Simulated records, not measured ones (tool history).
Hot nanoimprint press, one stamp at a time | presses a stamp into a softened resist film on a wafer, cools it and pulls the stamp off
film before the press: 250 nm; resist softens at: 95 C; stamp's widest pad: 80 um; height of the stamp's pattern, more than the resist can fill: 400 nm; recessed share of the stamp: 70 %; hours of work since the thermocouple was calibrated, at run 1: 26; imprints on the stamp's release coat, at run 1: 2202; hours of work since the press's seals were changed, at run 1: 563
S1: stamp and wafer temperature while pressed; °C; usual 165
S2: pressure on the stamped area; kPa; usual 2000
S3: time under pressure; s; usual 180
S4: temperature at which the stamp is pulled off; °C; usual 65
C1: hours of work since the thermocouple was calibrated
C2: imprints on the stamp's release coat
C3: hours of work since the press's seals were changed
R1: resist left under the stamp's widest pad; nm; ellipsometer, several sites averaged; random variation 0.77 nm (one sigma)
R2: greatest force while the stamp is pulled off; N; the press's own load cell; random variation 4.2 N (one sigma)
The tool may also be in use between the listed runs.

Run 1, hour 0: usual settings; C1 26; C2 2202; C3 563. Result: R1 123.5 nm, R2 275 N.
Run 2, hour 11.5: usual settings; C1 33; C2 2253; C3 571. Result: R1 124 nm, R2 276 N.
Run 3, hour 20.7: usual settings; C1 39; C2 2295; C3 577. Result: R1 125.4 nm, R2 275 N.
Run 4, hour 32.9: usual settings but S2 2960 kPa; C1 47; C2 2350; C3 585. Result: R1 103.8 nm, R2 284 N.
At hour 47.6: stamp cleaned and given a new release coat.
Run 5, hour 50.2: usual settings but S1 159 °C; C1 55; C2 12; C3 592. Result: R1 157.6 nm, R2 216 N.
Run 6, hour 69.3: usual settings; C1 67; C2 98; C3 604. Result: R1 123.2 nm, R2 210 N.
Run 7, hour 88.9: usual settings; C1 80; C2 186; C3 617. Result: R1 124.9 nm, R2 210 N.
Run 8, hour 101.3: usual settings; C1 88; C2 242; C3 625. Result: R1 124.8 nm, R2 215 N.
Run 9, hour 112.9: usual settings; C1 96; C2 295; C3 633. Result: R1 124.6 nm, R2 211 N.
Run 10, hour 132.8: usual settings but S1 161 °C; C1 109; C2 384; C3 646. Result: R1 146.6 nm, R2 219 N.
Run 11, hour 152.1: usual settings but S1 168 °C, S4 70 °C; C1 121; C2 471; C3 659. Result: R1 111.6 nm, R2 206 N.
Run 12, hour 162.5: usual settings but S1 156 °C, S2 2380 kPa, S3 278 s; C1 128; C2 518; C3 665. Result: R1 145.2 nm, R2 216 N.
Run 13, hour 179.8: usual settings but S1 156 °C, S2 2380 kPa, S3 278 s; C1 139; C2 596; C3 677. Result: R1 147.3 nm, R2 218 N.
Run 14, hour 192.8: usual settings but S2 2770 kPa, S4 57 °C; C1 148; C2 655; C3 685. Result: R1 108.5 nm, R2 243 N.
Run 15, hour 209.4: usual settings but S1 158 °C, S2 1310 kPa, S3 303 s; C1 159; C2 729; C3 696. Result: R1 167.4 nm, R2 222 N.
Run 16, hour 224.4: usual settings but S2 2650 kPa, S3 152 s; C1 169; C2 797; C3 706. Result: R1 118.7 nm, R2 230 N.

Hidden state or all else? Some run-to-run changes of R1, split into what the settings, what came in and random variation would give without the hidden state, and what is left for the hidden state (with any gauge scatter that isn't in both results):
The hidden state here: true temperature over the reading, C; pressure that arrives at the usual setting, %; grip of the stamp's worn release coat, % over a new coat's; drift of the gauge itself on residual_nm, %; drift of the gauge itself on pull_off_n, %.
Run 11 -> 12: S1 168 -> 156, S2 2000 -> 2380, S3 180 -> 278, S4 70 -> 65. R1 +33.6 nm: hidden state +1.2, all else +32.4.
Run 14 -> 15: S1 165 -> 158, S2 2770 -> 1310, S3 180 -> 303, S4 57 -> 65. R1 +58.9 nm: hidden state -0.7, all else +59.6.

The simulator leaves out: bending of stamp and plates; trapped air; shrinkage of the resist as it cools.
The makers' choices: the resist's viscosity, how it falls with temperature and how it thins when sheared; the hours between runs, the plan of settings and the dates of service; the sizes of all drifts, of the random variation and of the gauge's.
